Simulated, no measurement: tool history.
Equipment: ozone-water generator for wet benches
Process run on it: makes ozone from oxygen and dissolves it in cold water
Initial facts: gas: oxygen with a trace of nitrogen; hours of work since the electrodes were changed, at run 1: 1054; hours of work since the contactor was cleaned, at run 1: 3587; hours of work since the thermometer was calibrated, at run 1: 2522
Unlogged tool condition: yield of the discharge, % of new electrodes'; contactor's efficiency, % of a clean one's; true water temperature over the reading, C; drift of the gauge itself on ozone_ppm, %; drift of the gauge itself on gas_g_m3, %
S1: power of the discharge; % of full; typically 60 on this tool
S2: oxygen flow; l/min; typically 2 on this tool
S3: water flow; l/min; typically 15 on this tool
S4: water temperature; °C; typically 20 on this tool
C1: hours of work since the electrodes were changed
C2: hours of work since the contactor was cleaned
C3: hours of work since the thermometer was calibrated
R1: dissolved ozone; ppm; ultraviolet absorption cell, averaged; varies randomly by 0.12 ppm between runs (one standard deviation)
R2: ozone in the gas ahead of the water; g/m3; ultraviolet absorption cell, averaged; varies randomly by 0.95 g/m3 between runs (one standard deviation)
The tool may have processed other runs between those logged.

run	day	S1	S2	S3	S4	C1	C2	C3	R1	R2
1	0	60	2	15	20	1054	3587	2522	10.4	152.7
2	1.175	60	2	15	20	1081	3614	2549	10.3	154.5
3	2.317	60	2	15	19	1108	3641	2576	10.5	152.4
# day 2.958: water thermometer calibrated
4	3.146	60	2	15	19	1127	3660	4	10.7	154.3
5	4.358	60	1.85	15	20	1155	3688	33	10.2	158.1
6	5.529	60	1.85	15	20	1183	3715	60	10	158.7
7	6.608	60	1.85	15	20	1208	3740	85	10.2	157.7
8	8.071	60	1.85	15	20	1242	3774	119	10.1	158.1
9	8.788	60	1.85	15	20	1258	3791	136	10.3	156.9
10	9.788	60	1.85	15	20	1282	3814	159	10.2	157
11	11.146	60	1.85	15	20	1313	3846	191	10.2	158.4
12	11.85	60	2	13	20	1330	3862	207	11.5	151.1

Consider 3 possible next runs. They are alternatives, not a sequence: every one starts from the tool as it was left by run 12. What does each give?
A	12.7	54	1.09	14	20	1350	3882	227	?	?
B	12.7	72	2	15	20	1350	3882	227	?	?
C	12.7	83	1.54	10	20	1350	3882	227	?	?

run	R1	R2
A	8.8	189.8
B	11.5	169.9
C	16.8	209.2
With the hidden condition removed and each run's random variation left untouched, the same runs would have given:
run	R1	R2
A	9.7	201
B	12.8	182.2
C	18.8	225.7
